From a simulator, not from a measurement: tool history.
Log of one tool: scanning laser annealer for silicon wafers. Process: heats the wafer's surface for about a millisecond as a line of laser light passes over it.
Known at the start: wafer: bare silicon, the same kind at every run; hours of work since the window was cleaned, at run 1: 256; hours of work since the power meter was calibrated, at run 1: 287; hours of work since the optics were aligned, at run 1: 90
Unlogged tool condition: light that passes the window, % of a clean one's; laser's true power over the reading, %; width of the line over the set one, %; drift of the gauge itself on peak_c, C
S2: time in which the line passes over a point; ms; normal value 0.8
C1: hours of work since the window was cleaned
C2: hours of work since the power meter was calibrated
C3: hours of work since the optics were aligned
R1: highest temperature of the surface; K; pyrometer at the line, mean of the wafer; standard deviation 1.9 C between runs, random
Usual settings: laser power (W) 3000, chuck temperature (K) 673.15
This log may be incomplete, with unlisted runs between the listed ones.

run 1 day=0 | laser_power_(W)=3000 S2=0.8 chuck_temperature_(K)=673.15 | C1=256 C2=287 C3=90 | R1=1420.15
run 2 day=0.258 | laser_power_(W)=3000 S2=0.8 chuck_temperature_(K)=673.15 | C1=260 C2=290 C3=94 | R1=1418.15
run 3 day=0.546 | laser_power_(W)=3000 S2=0.8 chuck_temperature_(K)=654.15 | C1=264 C2=294 C3=98 | R1=1398.15
run 4 day=0.833 | laser_power_(W)=3000 S2=0.617 chuck_temperature_(K)=654.15 | C1=268 C2=299 C3=102 | R1=1313.15
run 5 day=1.246 | laser_power_(W)=3000 S2=0.617 chuck_temperature_(K)=654.15 | C1=273 C2=304 C3=107 | R1=1313.15
run 6 day=1.496 | laser_power_(W)=2634 S2=0.839 chuck_temperature_(K)=694.15 | C1=277 C2=308 C3=111 | R1=1339.15
run 7 day=1.8 | laser_power_(W)=2634 S2=0.839 chuck_temperature_(K)=694.15 | C1=281 C2=312 C3=115 | R1=1336.15
run 8 day=2.175 | laser_power_(W)=3087 S2=0.8 chuck_temperature_(K)=673.15 | C1=287 C2=317 C3=120 | R1=1442.15
run 9 day=2.646 | laser_power_(W)=2720 S2=0.8 chuck_temperature_(K)=676.15 | C1=293 C2=324 C3=127 | R1=1331.15
run 10 day=2.983 | laser_power_(W)=2720 S2=0.8 chuck_temperature_(K)=676.15 | C1=298 C2=329 C3=132 | R1=1332.15

What if the next run were any one of these 4? Each begins from the tool's condition after run 10:
run A day=3.433 | laser_power_(W)=2604 S2=0.8 chuck_temperature_(K)=673.15 | C1=304 C2=335 C3=138 | R1=?
run B day=3.433 | laser_power_(W)=2692 S2=0.598 chuck_temperature_(K)=634.15 | C1=304 C2=335 C3=138 | R1=?
run C day=3.433 | laser_power_(W)=2593 S2=0.583 chuck_temperature_(K)=659.15 | C1=304 C2=335 C3=138 | R1=?
run D day=3.433 | laser_power_(W)=2720 S2=0.572 chuck_temperature_(K)=676.15 | C1=304 C2=335 C3=138 | R1=?

run=A R1=1290.15
run=B R1=1193.15
run=C R1=1187.15
run=D R1=1232.15
With no hidden state in the tool, these same runs would have given:
run=A R1=1316.15
run=B R1=1216.15
run=C R1=1209.15
run=D R1=1255.15
